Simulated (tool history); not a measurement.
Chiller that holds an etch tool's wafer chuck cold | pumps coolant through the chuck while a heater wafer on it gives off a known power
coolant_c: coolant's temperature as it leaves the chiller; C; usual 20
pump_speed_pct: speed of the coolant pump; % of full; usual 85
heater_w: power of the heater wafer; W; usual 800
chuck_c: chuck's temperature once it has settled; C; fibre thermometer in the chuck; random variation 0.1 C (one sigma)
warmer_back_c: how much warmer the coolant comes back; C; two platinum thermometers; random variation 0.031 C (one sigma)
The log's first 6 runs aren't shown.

| run | hour | coolant_c | pump_speed_pct | heater_w | chuck_c | warmer_back_c |
|---|---|---|---|---|---|---|
| 7 | 1076.8 | 30 | 85 | 800 | 34.8 | 2.09 |
| 8 | 1181.4 | 30 | 85 | 800 | 35 | 2.04 |
| 9 | 1402.1 | 30 | 85 | 800 | 35 | 2.07 |
| 10 | 1524.6 | 20 | 85 | 800 | 25.1 | 2.09 |
| 11 | 1743.5 | 14 | 85 | 800 | 18.9 | 2.07 |
| 12 | 1959.1 | 14 | 85 | 800 | 18.9 | 2.11 |
| 13 | 2106.1 | 14 | 85 | 800 | 19 | 2.06 |
| 14 | 2337.4 | 29 | 85 | 800 | 34 | 2.15 |
| 15 | 2483.6 | 20 | 85 | 800 | 24.8 | 2.1 |
| 16 | 2664.3 | 20 | 94 | 800 | 24.6 | 1.93 |
| 17 | 2848.8 | 26 | 94 | 800 | 30.5 | 1.96 |
| 18 | 3039.1 | 14 | 68 | 661 | 19.1 | 2.25 |
| 19 | 3244 | 24 | 74 | 800 | 29.7 | 2.52 |
|  | 3352.9 | coolant pump overhauled |
| 20 | 3384 | 20 | 86 | 806 | 24.9 | 2.16 |
| 21 | 3524.3 | 16 | 93 | 943 | 21.4 | 2.32 |
| 22 | 3647.3 | 15 | 97 | 1096 | 21.1 | 2.56 |
| 23 | 3830.3 | 15 | 76 | 518 | 18.7 | 1.63 |
| 24 | 4032.7 | 21 | 76 | 613 | 25.1 | 1.92 |
|  | 4151.6 | chiller's thermometer calibrated |
| 25 | 4160.8 | 21 | 76 | 613 | 25.3 | 1.99 |
| 26 | 4302.3 | 16 | 63 | 993 | 24.3 | 3.62 |
| 27 | 4502.5 | 25 | 68 | 993 | 32.7 | 3.43 |
| 28 | 4697.5 | 24 | 65 | 573 | 28.6 | 2.11 |
| 29 | 4793.8 | 12 | 89 | 817 | 16.9 | 2.18 |
| 30 | 5023.4 | 20 | 85 | 800 | 24.8 | 2.17 |
| 31 | 5135.8 | 20 | 69 | 800 | 26.1 | 2.78 |

5 ways to go on from here, each from the tool as it stands after run 31. What would each give?
| A | 5325.6 | 28 | 68 | 762 | ? | ? |
| B | 5325.6 | 20 | 70 | 565 | ? | ? |
| C | 5325.6 | 16 | 85 | 800 | ? | ? |
| D | 5325.6 | 22 | 85 | 800 | ? | ? |
| E | 5325.6 | 14 | 85 | 800 | ? | ? |

| run | chuck_c | warmer_back_c |
|---|---|---|
| A | 33.9 | 2.72 |
| B | 24.1 | 2.02 |
| C | 20.9 | 2.3 |
| D | 26.9 | 2.22 |
| E | 18.8 | 2.3 |
Without the tool's hidden state the same runs would have given:
| run | chuck_c | warmer_back_c |
|---|---|---|
| A | 33.9 | 2.45 |
| B | 24.1 | 1.75 |
| C | 20.9 | 2.03 |
| D | 26.8 | 1.95 |
| E | 18.8 | 2.03 |
